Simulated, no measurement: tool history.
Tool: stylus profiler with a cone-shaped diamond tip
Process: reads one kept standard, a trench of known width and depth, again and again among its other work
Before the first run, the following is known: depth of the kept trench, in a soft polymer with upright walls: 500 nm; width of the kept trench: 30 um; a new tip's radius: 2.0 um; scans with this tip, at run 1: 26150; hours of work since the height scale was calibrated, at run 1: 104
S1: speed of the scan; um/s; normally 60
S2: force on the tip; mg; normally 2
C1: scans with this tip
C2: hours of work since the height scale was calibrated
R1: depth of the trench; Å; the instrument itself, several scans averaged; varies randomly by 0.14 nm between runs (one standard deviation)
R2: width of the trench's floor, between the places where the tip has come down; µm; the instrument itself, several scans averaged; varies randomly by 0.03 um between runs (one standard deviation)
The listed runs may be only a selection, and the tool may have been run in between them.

| run | hour | S1 | S2 | C1 | C2 | R1 | R2 |
|---|---|---|---|---|---|---|---|
| 1 | 0 | 60 | 2 | 26150 | 104 | 5040.6 | 25.17 |
| 2 | 52.3 | 52 | 2 | 26621 | 142 | 5037.3 | 25.17 |
| 3 | 89.4 | 52 | 2 | 26955 | 169 | 5039 | 25.17 |
| 4 | 167.2 | 52 | 2 | 27655 | 226 | 5036.2 | 25.11 |
| 5 | 202 | 205 | 2 | 27968 | 251 | 5036.7 | 24.11 |
| 6 | 243.1 | 205 | 2 | 28337 | 281 | 5032.7 | 24.11 |
| 7 | 303.3 | 205 | 2 | 28879 | 325 | 5032.6 | 24.08 |
| 8 | 380 | 205 | 2 | 29568 | 381 | 5032 | 24 |
| 9 | 436 | 35 | 2 | 30073 | 422 | 5031.5 | 25.11 |
| 10 | 480.6 | 35 | 2.3 | 30473 | 455 | 5038.5 | 25.14 |
| 11 | 549 | 18 | 2 | 31089 | 505 | 5028.4 | 25.12 |
| 12 | 620.4 | 115 | 2 | 31732 | 557 | 5029.4 | 24.48 |
| 13 | 657.2 | 167 | 2 | 32062 | 584 | 5027.8 | 24.2 |
| 14 | 710.3 | 167 | 2 | 32540 | 623 | 5028 | 24.16 |
| 15 | 780.9 | 167 | 2 | 33175 | 675 | 5026.3 | 24.1 |
| 16 | 822.9 | 51 | 2 | 33553 | 705 | 5028.6 | 24.81 |
| 17 | 869.1 | 51 | 2 | 33968 | 739 | 5025.4 | 24.83 |
| 18 | 918.1 | 36 | 2 | 34410 | 775 | 5024.2 | 24.86 |
| 19 | 965.7 | 36 | 2 | 34837 | 810 | 5023.3 | 24.88 |
| 20 | 1006.3 | 38 | 1.91 | 35202 | 839 | 5021.3 | 24.79 |
| 21 | 1054.4 | 60 | 4.48 | 35635 | 875 | 5054.5 | 24.81 |
| 22 | 1104.8 | 60 | 4.48 | 36089 | 912 | 5050.8 | 24.81 |
| 23 | 1182.2 | 36 | 4.76 | 36785 | 968 | 5051.1 | 24.82 |
| 24 | 1232.5 | 60 | 4.45 | 37237 | 1005 | 5049.5 | 24.79 |
|  | 1286.6 | new tip fitted, height scale calibrated |
| 25 | 1293.3 | 38 | 5.51 | 61 | 5 | 5080.6 | 27.25 |
| 26 | 1362.4 | 22 | 0.71 | 682 | 55 | 5018.6 | 27.13 |
| 27 | 1439.2 | 203 | 1.67 | 1372 | 112 | 5028.8 | 25.86 |
| 28 | 1481.8 | 203 | 1.67 | 1756 | 143 | 5029 | 25.76 |
| 29 | 1514.1 | 175 | 0.88 | 2046 | 166 | 5016.6 | 25.52 |
| 30 | 1558.7 | 175 | 0.88 | 2447 | 199 | 5014.9 | 25.48 |
| 31 | 1634.5 | 94 | 2.15 | 3129 | 254 | 5033.9 | 26.57 |
| 32 | 1684.6 | 94 | 2.15 | 3580 | 291 | 5033.1 | 26.52 |
| 33 | 1725.7 | 83 | 1.23 | 3950 | 321 | 5018.3 | 26.34 |
| 34 | 1771.3 | 83 | 1.23 | 4360 | 354 | 5019.1 | 26.37 |
| 35 | 1804.1 | 83 | 1.23 | 4655 | 378 | 5021.7 | 26.29 |
| 36 | 1854.7 | 83 | 1.23 | 5110 | 415 | 5016.4 | 26.32 |
| 37 | 1931.2 | 83 | 1.23 | 5799 | 471 | 5015 | 26.19 |
| 38 | 1972.1 | 35 | 1.08 | 6166 | 501 | 5011.4 | 26.52 |

Here are 4 independent what-if runs from the current tool condition. What would each one return?
| A | 2033 | 56 | 5.89 | 6714 | 546 | ? | ? |
| B | 2033 | 130 | 2 | 6714 | 546 | ? | ? |
| C | 2033 | 225 | 1.28 | 6714 | 546 | ? | ? |
| D | 2033 | 45 | 5.16 | 6714 | 546 | ? | ? |

| run | R1 | R2 |
|---|---|---|
| A | 5071.1 | 26.65 |
| B | 5027 | 26.03 |
| C | 5015.7 | 25.03 |
| D | 5065.8 | 26.67 |
Had the tool no hidden state, the same runs would have come out as:
| run | R1 | R2 |
|---|---|---|
| A | 5087 | 27.18 |
| B | 5042.8 | 26.56 |
| C | 5031.4 | 25.56 |
| D | 5081.7 | 27.2 |

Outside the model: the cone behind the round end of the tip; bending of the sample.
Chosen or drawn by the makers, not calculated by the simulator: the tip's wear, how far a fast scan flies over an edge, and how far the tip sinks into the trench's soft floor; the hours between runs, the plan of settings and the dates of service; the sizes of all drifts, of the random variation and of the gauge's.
